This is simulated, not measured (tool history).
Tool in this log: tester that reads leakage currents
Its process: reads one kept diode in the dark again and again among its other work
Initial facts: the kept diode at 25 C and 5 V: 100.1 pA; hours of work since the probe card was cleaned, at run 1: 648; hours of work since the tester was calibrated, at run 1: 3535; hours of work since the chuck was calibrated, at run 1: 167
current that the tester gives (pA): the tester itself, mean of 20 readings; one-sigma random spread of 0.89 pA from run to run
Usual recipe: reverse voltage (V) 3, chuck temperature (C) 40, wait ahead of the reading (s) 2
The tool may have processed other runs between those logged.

run	hour	reverse voltage (V)	chuck temperature (C)	wait ahead of the reading (s)	hours of work since the probe card was cleaned	hours of work since the tester was calibrated	hours of work since the chuck was calibrated	current that the tester gives (pA)
1	0	3	40	2	648	3535	167	300.77
2	201.3	3	40	2	779	3666	298	307.29
3	360	3	40	2.82	882	3769	401	311.85
4	535.7	3	44	2	997	3884	516	432.72
5	649.7	3	40	3.89	1071	3958	590	319.98
6	764.8	3	40	3.89	1146	4033	665	323.79
7	960.5	3	40	2	1274	4160	792	331.49
8	1089.5	3	40	2	1358	4244	876	335.55
9	1237.3	3	40	2	1454	4341	973	340.35
10	1491.5	3	37	2	1620	4506	1138	274.53
# hour 1583.5: chuck's temperature calibrated
11	1724.8	3.11	40	0.77	1770	4657	92	304.78
12	1844.5	3.11	40	0.77	1848	4735	170	306.81
13	2098	2.7	40	2	2014	4900	335	299.44
14	2312.9	2.7	40	2	2154	5040	475	303.74
15	2534.5	14.77	40	5.01	2298	5185	620	578.38
# hour 2746.5: tester calibrated
16	2766.8	2.15	35	2	2448	13	770	200.63
17	2973.3	7.92	23	4.11	2582	148	904	124.91
# hour 3095.1: probe card cleaned and baked
18	3169.6	7.92	23	4.11	49	274	1030	118.25
19	3329.7	7.92	23	4.11	153	378	1134	120.86

Hidden state at the last listed run before each entry between runs and at the first one after, where it differs:
Runs 10 to 11: chuck's temperature calibrated (hour 1583.5)
  stray current of the dirty probe card, pA a volt: 0.69 -> 0.76; current scale over the true one, %: -1.49 -> -1.54; true chuck temperature over the reading, C: 2.2 -> 0.26
  measured result minus the result with no hidden state, current that the tester gives (pA): +42.95 -> +3.88
Runs 15 to 16: tester calibrated (hour 2746.5)
  stray current of the dirty probe card, pA a volt: 0.994 -> 1.052; current scale over the true one, %: -1.7 -> -0.09; true chuck temperature over the reading, C: 1.24 -> 1.51
  measured result minus the result with no hidden state, current that the tester gives (pA): +58.1 -> +25.16
Runs 17 to 18: probe card cleaned and baked (hour 3095.1)
  stray current of the dirty probe card, pA a volt: 1.111 -> 0.049; current scale over the true one, %: -0.13 -> -0.17; true chuck temperature over the reading, C: 1.77 -> 2
  measured result minus the result with no hidden state, current that the tester gives (pA): +25.31 -> +19.13
